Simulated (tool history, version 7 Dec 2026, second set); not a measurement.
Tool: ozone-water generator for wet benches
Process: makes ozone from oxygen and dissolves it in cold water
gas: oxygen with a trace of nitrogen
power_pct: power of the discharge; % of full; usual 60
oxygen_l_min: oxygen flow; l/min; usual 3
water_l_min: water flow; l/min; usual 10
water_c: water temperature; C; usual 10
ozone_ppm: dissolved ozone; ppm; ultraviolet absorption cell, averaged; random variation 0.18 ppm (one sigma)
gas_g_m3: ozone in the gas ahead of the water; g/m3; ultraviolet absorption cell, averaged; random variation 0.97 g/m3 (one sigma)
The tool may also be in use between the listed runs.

run 1 hour=0 | power_pct=60 oxygen_l_min=3 water_l_min=10 water_c=10 | ozone_ppm=24 gas_g_m3=164
run 2 hour=66.8 | power_pct=60 oxygen_l_min=3 water_l_min=10 water_c=10 | ozone_ppm=23.7 gas_g_m3=163.1
run 3 hour=154 | power_pct=60 oxygen_l_min=3 water_l_min=10 water_c=10 | ozone_ppm=23.7 gas_g_m3=162.7
run 4 hour=304.4 | power_pct=60 oxygen_l_min=3 water_l_min=7 water_c=10 | ozone_ppm=30 gas_g_m3=161.9
run 5 hour=419.5 | power_pct=60 oxygen_l_min=3 water_l_min=7 water_c=10 | ozone_ppm=30.1 gas_g_m3=162.5
run 6 hour=486.2 | power_pct=60 oxygen_l_min=3 water_l_min=7 water_c=10 | ozone_ppm=30.2 gas_g_m3=163
run 7 hour=583.1 | power_pct=60 oxygen_l_min=3 water_l_min=10 water_c=7 | ozone_ppm=24.7 gas_g_m3=161.7
run 8 hour=715.7 | power_pct=60 oxygen_l_min=3 water_l_min=10 water_c=7 | ozone_ppm=24.4 gas_g_m3=162.8
run 9 hour=872.1 | power_pct=54 oxygen_l_min=3 water_l_min=10 water_c=7 | ozone_ppm=22.4 gas_g_m3=148.9
run 10 hour=1008.3 | power_pct=54 oxygen_l_min=3 water_l_min=10 water_c=7 | ozone_ppm=22.6 gas_g_m3=148.6
run 11 hour=1148.3 | power_pct=54 oxygen_l_min=3 water_l_min=10 water_c=7 | ozone_ppm=22.5 gas_g_m3=147.5
run 12 hour=1305.7 | power_pct=54 oxygen_l_min=3 water_l_min=10 water_c=7 | ozone_ppm=22.5 gas_g_m3=147.3
run 13 hour=1426.4 | power_pct=54 oxygen_l_min=3 water_l_min=10 water_c=7 | ozone_ppm=22.2 gas_g_m3=148.5
run 14 hour=1553.2 | power_pct=60 oxygen_l_min=4.74 water_l_min=10 water_c=10 | ozone_ppm=25.3 gas_g_m3=136.6
run 15 hour=1650 | power_pct=60 oxygen_l_min=4.74 water_l_min=10 water_c=10 | ozone_ppm=25.5 gas_g_m3=136.2
run 16 hour=1777.7 | power_pct=60 oxygen_l_min=3 water_l_min=10 water_c=10 | ozone_ppm=23 gas_g_m3=160.2
run 17 hour=1855.2 | power_pct=60 oxygen_l_min=3 water_l_min=10 water_c=10 | ozone_ppm=22.8 gas_g_m3=158.1
run 18 hour=2011 | power_pct=51 oxygen_l_min=4.07 water_l_min=10 water_c=6 | ozone_ppm=23 gas_g_m3=128.8
run 19 hour=2086.4 | power_pct=50 oxygen_l_min=3 water_l_min=15 water_c=5 | ozone_ppm=15 gas_g_m3=139.2
-- hour=2149.6 water thermometer calibrated
run 20 hour=2199 | power_pct=44 oxygen_l_min=1.78 water_l_min=10 water_c=6 | ozone_ppm=16 gas_g_m3=149.8
run 21 hour=2315.2 | power_pct=60 oxygen_l_min=3 water_l_min=9 water_c=10 | ozone_ppm=24.8 gas_g_m3=157.3
run 22 hour=2467.7 | power_pct=65 oxygen_l_min=3 water_l_min=9 water_c=10 | ozone_ppm=26.2 gas_g_m3=169.2
run 23 hour=2576.9 | power_pct=65 oxygen_l_min=2.91 water_l_min=9 water_c=13 | ozone_ppm=25.1 gas_g_m3=169.3
run 24 hour=2701.6 | power_pct=49 oxygen_l_min=1.58 water_l_min=10 water_c=10 | ozone_ppm=15.6 gas_g_m3=166.5
run 25 hour=2771.9 | power_pct=49 oxygen_l_min=1.58 water_l_min=10 water_c=10 | ozone_ppm=15.9 gas_g_m3=167.9
run 26 hour=2881.1 | power_pct=41 oxygen_l_min=3.5 water_l_min=10 water_c=10 | ozone_ppm=18 gas_g_m3=114.4
run 27 hour=3034.2 | power_pct=41 oxygen_l_min=3.68 water_l_min=7 water_c=8 | ozone_ppm=23.6 gas_g_m3=112
run 28 hour=3129.6 | power_pct=52 oxygen_l_min=3 water_l_min=10 water_c=10 | ozone_ppm=20.3 gas_g_m3=141.7
run 29 hour=3233.5 | power_pct=60 oxygen_l_min=3 water_l_min=8 water_c=10 | ozone_ppm=26.3 gas_g_m3=157.3
run 30 hour=3307.8 | power_pct=97 oxygen_l_min=1.59 water_l_min=10 water_c=10 | ozone_ppm=26 gas_g_m3=269.9
run 31 hour=3446.2 | power_pct=60 oxygen_l_min=2.15 water_l_min=10 water_c=10 | ozone_ppm=20.2 gas_g_m3=174.4
run 32 hour=3559.4 | power_pct=60 oxygen_l_min=4.82 water_l_min=12 water_c=10 | ozone_ppm=21.4 gas_g_m3=134.9
run 33 hour=3708 | power_pct=47 oxygen_l_min=1.99 water_l_min=7 water_c=10 | ozone_ppm=21.8 gas_g_m3=149.9

The same runs without the tool's hidden state, with the same run-to-run variation:
The hidden state here: yield of the discharge, % of new electrodes'; contactor's efficiency, % of a clean one's; true water temperature over the reading, C; drift of the gauge itself on ozone_ppm, %; drift of the gauge itself on gas_g_m3, %.
run=1 ozone_ppm=25.3 gas_g_m3=168.9
run=2 ozone_ppm=25 gas_g_m3=168
run=3 ozone_ppm=25.1 gas_g_m3=167.7
run=4 ozone_ppm=31.6 gas_g_m3=167.2
run=5 ozone_ppm=31.8 gas_g_m3=168
run=6 ozone_ppm=31.9 gas_g_m3=168.6
run=7 ozone_ppm=26.3 gas_g_m3=167.5
run=8 ozone_ppm=26 gas_g_m3=168.8
run=9 ozone_ppm=23.9 gas_g_m3=154
run=10 ozone_ppm=24.2 gas_g_m3=154
run=11 ozone_ppm=24.1 gas_g_m3=153
run=12 ozone_ppm=24.1 gas_g_m3=153.1
run=13 ozone_ppm=23.9 gas_g_m3=154.5
run=14 ozone_ppm=27.4 gas_g_m3=142.9
run=15 ozone_ppm=27.7 gas_g_m3=142.6
run=16 ozone_ppm=25 gas_g_m3=167.8
run=17 ozone_ppm=24.8 gas_g_m3=165.9
run=18 ozone_ppm=24.9 gas_g_m3=134.4
run=19 ozone_ppm=16.3 gas_g_m3=145.2
run=20 ozone_ppm=17.2 gas_g_m3=155.5
run=21 ozone_ppm=27 gas_g_m3=165.8
run=22 ozone_ppm=28.7 gas_g_m3=179.2
run=23 ozone_ppm=27.5 gas_g_m3=179.6
run=24 ozone_ppm=17 gas_g_m3=174.5
run=25 ozone_ppm=17.3 gas_g_m3=176
run=26 ozone_ppm=19.5 gas_g_m3=119
run=27 ozone_ppm=25.3 gas_g_m3=116.7
run=28 ozone_ppm=22.2 gas_g_m3=149.4
run=29 ozone_ppm=29 gas_g_m3=167.3
run=30 ozone_ppm=29.5 gas_g_m3=294.7
run=31 ozone_ppm=22.4 gas_g_m3=185.9
run=32 ozone_ppm=24 gas_g_m3=143.9
run=33 ozone_ppm=23.8 gas_g_m3=158
